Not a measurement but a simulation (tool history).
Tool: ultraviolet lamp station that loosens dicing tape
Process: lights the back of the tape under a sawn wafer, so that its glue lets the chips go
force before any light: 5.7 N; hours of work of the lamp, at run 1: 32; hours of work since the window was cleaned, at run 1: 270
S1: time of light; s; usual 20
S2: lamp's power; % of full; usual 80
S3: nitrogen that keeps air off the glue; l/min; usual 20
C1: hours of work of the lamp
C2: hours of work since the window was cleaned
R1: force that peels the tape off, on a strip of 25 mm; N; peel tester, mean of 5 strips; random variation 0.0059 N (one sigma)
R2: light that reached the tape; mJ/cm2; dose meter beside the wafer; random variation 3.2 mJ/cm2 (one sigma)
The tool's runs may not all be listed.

run 1 day=0.000 | S1=20 S2=80 S3=20 | C1=32 C2=270 | R1=0.227 R2=417
run 2 day=0.712 | S1=20 S2=80 S3=20 | C1=43 C2=281 | R1=0.224 R2=418
run 3 day=1.396 | S1=20 S2=80 S3=20 | C1=54 C2=292 | R1=0.229 R2=413
run 4 day=1.767 | S1=20 S2=80 S3=20 | C1=60 C2=298 | R1=0.230 R2=411
run 5 day=2.233 | S1=20 S2=80 S3=20 | C1=68 C2=306 | R1=0.235 R2=411
run 6 day=3.021 | S1=20 S2=80 S3=20 | C1=80 C2=318 | R1=0.239 R2=402
run 7 day=3.850 | S1=20 S2=80 S3=20 | C1=94 C2=332 | R1=0.246 R2=401
run 8 day=4.233 | S1=20 S2=88 S3=20 | C1=100 C2=338 | R1=0.198 R2=439
run 9 day=4.933 | S1=20 S2=88 S3=20 | C1=111 C2=349 | R1=0.235 R2=437
run 10 day=5.608 | S1=20 S2=66 S3=20 | C1=122 C2=360 | R1=0.442 R2=321
run 11 day=6.146 | S1=20 S2=80 S3=20 | C1=131 C2=369 | R1=0.264 R2=388
run 12 day=6.975 | S1=20 S2=80 S3=20 | C1=144 C2=382 | R1=0.287 R2=385
-- day=7.283 window cleaned of glue's vapour
run 13 day=7.362 | S1=20 S2=80 S3=22 | C1=150 C2=1 | R1=0.290 R2=376
run 14 day=7.888 | S1=20 S2=80 S3=22 | C1=158 C2=10 | R1=0.289 R2=372
run 15 day=8.367 | S1=20 S2=80 S3=22 | C1=166 C2=17 | R1=0.300 R2=369
run 16 day=9.017 | S1=20 S2=80 S3=20 | C1=176 C2=28 | R1=0.314 R2=363
run 17 day=9.788 | S1=20 S2=80 S3=20 | C1=189 C2=40 | R1=0.330 R2=366
run 18 day=10.358 | S1=20 S2=80 S3=20 | C1=198 C2=49 | R1=0.340 R2=359
run 19 day=11.233 | S1=36 S2=80 S3=20 | C1=212 C2=63 | R1=0.099 R2=636
run 20 day=11.783 | S1=36 S2=80 S3=20 | C1=221 C2=72 | R1=0.113 R2=632
-- day=12.133 window cleaned of glue's vapour, once more
run 21 day=12.508 | S1=36 S2=80 S3=20 | C1=232 C2=6 | R1=0.075 R2=802
run 22 day=12.867 | S1=13 S2=80 S3=20 | C1=238 C2=12 | R1=0.539 R2=293
run 23 day=13.554 | S1=13 S2=80 S3=20 | C1=249 C2=23 | R1=0.542 R2=290
run 24 day=14.158 | S1=29 S2=65 S3=13 | C1=258 C2=32 | R1=0.165 R2=520
run 25 day=14.600 | S1=12 S2=93 S3=15 | C1=266 C2=40 | R1=0.544 R2=304
run 26 day=15.212 | S1=21 S2=93 S3=11 | C1=275 C2=49 | R1=0.180 R2=535
run 27 day=15.583 | S1=12 S2=93 S3=11 | C1=281 C2=55 | R1=0.643 R2=297
run 28 day=16.225 | S1=16 S2=66 S3=6 | C1=292 C2=66 | R1=0.926 R2=281
run 29 day=16.996 | S1=20 S2=80 S3=7 | C1=304 C2=78 | R1=0.379 R2=427
run 30 day=17.396 | S1=20 S2=80 S3=17 | C1=310 C2=84 | R1=0.232 R2=421
run 31 day=18.250 | S1=26 S2=85 S3=19 | C1=324 C2=98 | R1=0.105 R2=577
run 32 day=18.725 | S1=26 S2=85 S3=19 | C1=332 C2=106 | R1=0.118 R2=575
run 33 day=19.508 | S1=23 S2=63 S3=21 | C1=344 C2=118 | R1=0.296 R2=372
run 34 day=20.379 | S1=23 S2=63 S3=21 | C1=358 C2=132 | R1=0.309 R2=365
run 35 day=21.121 | S1=11 S2=80 S3=20 | C1=370 C2=144 | R1=0.921 R2=221
run 36 day=21.654 | S1=11 S2=80 S3=20 | C1=379 C2=153 | R1=0.959 R2=220
run 37 day=22.050 | S1=33 S2=86 S3=16 | C1=385 C2=159 | R1=0.096 R2=703
run 38 day=22.800 | S1=12 S2=76 S3=28 | C1=397 C2=171 | R1=0.774 R2=220
run 39 day=23.383 | S1=12 S2=76 S3=28 | C1=407 C2=181 | R1=0.801 R2=222
run 40 day=24.217 | S1=30 S2=74 S3=15 | C1=420 C2=194 | R1=0.145 R2=536
run 41 day=25.042 | S1=12 S2=80 S3=20 | C1=433 C2=207 | R1=0.888 R2=232
run 42 day=25.654 | S1=12 S2=80 S3=20 | C1=443 C2=217 | R1=0.846 R2=229
run 43 day=26.242 | S1=12 S2=80 S3=20 | C1=452 C2=226 | R1=0.921 R2=227
run 44 day=27.096 | S1=37 S2=74 S3=20 | C1=466 C2=240 | R1=0.097 R2=636

Forecast each of these 3 alternatives for the next run:
run A day=27.679 | S1=37 S2=74 S3=8 | C1=475 C2=250 | R1=? R2=?
run B day=27.679 | S1=34 S2=72 S3=6 | C1=475 C2=250 | R1=? R2=?
run C day=27.679 | S1=11 S2=65 S3=20 | C1=475 C2=250 | R1=? R2=?

run=A R1=0.132 R2=634
run=B R1=0.215 R2=561
run=C R1=1.423 R2=163
Without the tool's hidden state the same runs would have given:
run=A R1=0.083 R2=851
run=B R1=0.117 R2=753
run=C R1=0.901 R2=220
